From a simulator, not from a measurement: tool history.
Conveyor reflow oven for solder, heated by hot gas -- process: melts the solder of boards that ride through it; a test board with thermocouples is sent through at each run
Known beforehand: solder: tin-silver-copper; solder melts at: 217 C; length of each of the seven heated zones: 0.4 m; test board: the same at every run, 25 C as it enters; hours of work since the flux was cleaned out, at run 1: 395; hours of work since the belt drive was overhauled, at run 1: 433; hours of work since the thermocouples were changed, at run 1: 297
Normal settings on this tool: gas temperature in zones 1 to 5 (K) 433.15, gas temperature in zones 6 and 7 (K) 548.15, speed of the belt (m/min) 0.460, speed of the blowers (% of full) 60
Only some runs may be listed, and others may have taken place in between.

run   hour  gas temperature in zones 1 to 5 (K)  gas temperature in zones 6 and 7 (K)  speed of the belt (m/min)  speed of the blowers (% of full)  hours of work since the flux was cleaned out  hours of work since the belt drive was overhauled  hours of work since the thermocouples were changed  highest temperature of the board (K)  time above the solder's melting point (s)
  1    0.0                               433.15                                548.15                      0.460                                60                                           395                                                433                                                 297                                524.15                                       68.8
  2   30.3                               433.15                                548.15                      0.460                                60                                           416                                                454                                                 317                                523.65                                       68.3
      37.1  -- flux residue cleaned out of gas plates and filters
  3   67.1                               433.15                                548.15                      0.460                                60                                            20                                                476                                                 339                                524.05                                       68.7
  4   96.2                               433.15                                548.15                      0.460                                60                                            40                                                495                                                 358                                523.45                                       68.7
  5  126.5                               433.15                                548.15                      0.460                                58                                            61                                                516                                                 379                                523.35                                       67.4
  6  161.3                               433.15                                548.15                      0.460                                50                                            84                                                539                                                 403                                519.95                                       63.3
  7  191.2                               433.15                                545.15                      0.460                                50                                           105                                                560                                                 423                                518.05                                       59.9
  8  227.6                               433.15                                545.15                      0.460                                50                                           129                                                584                                                 447                                518.05                                       60.3
  9  256.5                               433.15                                545.15                      0.460                                50                                           149                                                604                                                 467                                517.25                                       60.1
 10  276.4                               433.15                                545.15                      0.460                                50                                           162                                                618                                                 481                                517.45                                       60.7
 11  309.2                               433.15                                545.15                      0.460                                50                                           185                                                640                                                 503                                517.45                                       60.2
 12  329.3                               433.15                                545.15                      0.460                                50                                           198                                                653                                                 516                                517.65                                       59.8
 13  364.1                               433.15                                548.15                      0.460                                60                                           222                                                677                                                 540                                523.95                                       67.9
 14  392.7                               433.15                                548.15                      0.460                                60                                           241                                                696                                                 559                                524.15                                       69.0
 15  426.3                               433.15                                548.15                      0.460                                60                                           264                                                719                                                 582                                524.05                                       70.3
 16  448.5                               433.15                                548.15                      0.460                                60                                           279                                                734                                                 597                                523.95                                       69.3
 17  478.9                               442.15                                548.15                      0.460                                60                                           300                                                755                                                 618                                525.85                                       75.3
 18  500.6                               442.15                                561.15                      0.460                                62                                           314                                                770                                                 633                                537.65                                       84.7
 19  524.4                               442.15                                561.15                      0.460                                62                                           330                                                786                                                 649                                537.45                                       85.6
 20  539.1                               442.15                                561.15                      0.460                                62                                           340                                                796                                                 659                                538.15                                       85.6
 21  561.2                               419.15                                536.15                      0.460                                62                                           355                                                811                                                 674                                511.55                                       48.3
     575.1  -- belt drive overhauled, speed set with a stopwatch
 22  595.5                               419.15                                536.15                      0.460                                62                                           376                                                 14                                                 694                                511.95                                       47.5
 23  623.0                               433.15                                548.15                      0.460                                71                                           395                                                 32                                                 713                                527.65                                       73.0
     660.8  -- flux residue cleaned out of gas plates and filters
 24  662.8                               429.15                                548.15                      0.418                                74                                             1                                                 56                                                 737                                531.25                                       83.6
 25  696.4                               433.15                                538.15                      0.446                                69                                            24                                                 79                                                 759                                518.75                                       65.8
 26  720.8                               433.15                                538.15                      0.427                                62                                            41                                                 95                                                 776                                518.55                                       70.2
 27  754.8                               446.15                                538.15                      0.427                                70                                            64                                                118                                                 799                                523.35                                       80.7
 28  779.3                               437.15                                548.15                      0.460                                60                                            80                                                135                                                 816                                524.55                                       71.3
 29  800.7                               437.15                                548.15                      0.460                                60                                            95                                                150                                                 830                                524.35                                       70.6

Run 30 is up next; what results do you expect?
 30  820.7                               448.15                                548.15                      0.417                                60                                           108                                                163                                                 844                                     ?                                          ?

highest temperature of the board (K): 530.35
time above the solder's melting point (s): 91.5
With no hidden state in the tool, this same run would have given highest temperature of the board (K) 530.55, time above the solder's melting point (s) 91.7.

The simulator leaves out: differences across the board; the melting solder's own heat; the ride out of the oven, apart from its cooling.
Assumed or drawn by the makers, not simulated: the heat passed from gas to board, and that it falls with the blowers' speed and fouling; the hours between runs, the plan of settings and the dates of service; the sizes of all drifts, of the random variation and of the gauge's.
